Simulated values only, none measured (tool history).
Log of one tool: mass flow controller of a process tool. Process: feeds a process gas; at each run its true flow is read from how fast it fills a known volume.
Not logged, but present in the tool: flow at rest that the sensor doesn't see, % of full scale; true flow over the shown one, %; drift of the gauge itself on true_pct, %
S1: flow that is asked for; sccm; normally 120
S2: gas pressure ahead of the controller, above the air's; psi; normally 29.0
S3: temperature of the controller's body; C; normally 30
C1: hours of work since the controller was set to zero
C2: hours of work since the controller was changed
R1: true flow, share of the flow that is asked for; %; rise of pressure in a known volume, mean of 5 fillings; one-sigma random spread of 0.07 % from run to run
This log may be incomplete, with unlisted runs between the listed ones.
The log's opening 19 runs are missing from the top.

run,hour,S1,S2,S3,C1,C2,R1
20,4683.7,120,26.7,37,6781,6781,103.80
21,4827.7,120,27.6,28,6884,6884,103.45
22,5039.2,27,27.6,28,7035,7035,110.19
# hour 5244.0: controller's zero set anew
23,5330.8,22,26.8,31,62,7242,100.75
24,5639.1,120,24.8,30,282,7462,101.71
25,5968.9,120,24.8,30,517,7697,101.95
26,6260.7,120,29.0,20,725,7906,101.36
27,6451.2,44,29.0,21,861,8041,101.10
28,6686.7,44,29.0,21,1029,8209,101.33
29,6876.7,44,29.0,21,1164,8345,101.51
30,7126.7,44,29.0,21,1343,8523,101.68
31,7417.6,62,23.4,30,1550,8731,102.32
32,7630.7,28,24.1,38,1702,8882,103.70
33,7889.6,28,24.1,38,1887,9067,104.03
34,8034.7,120,23.2,30,1990,9171,102.88
35,8331.6,21,31.5,30,2202,9382,104.83
36,8619.7,120,36.1,37,2407,9588,102.86
# hour 8754.0: controller exchanged for a calibrated one
37,8849.3,68,26.0,29,68,68,98.90

Alternative continuations, all from the tool just after run 37; predict every row:
A,9041.7,167,26.0,27,205,205,?
B,9041.7,79,40.2,30,205,205,?
C,9041.7,68,26.0,37,205,205,?

run,R1
A,99.82
B,98.50
C,99.19
What these runs would have given with no unlogged condition in the tool:
run,R1
A,99.81
B,98.40
C,99.06
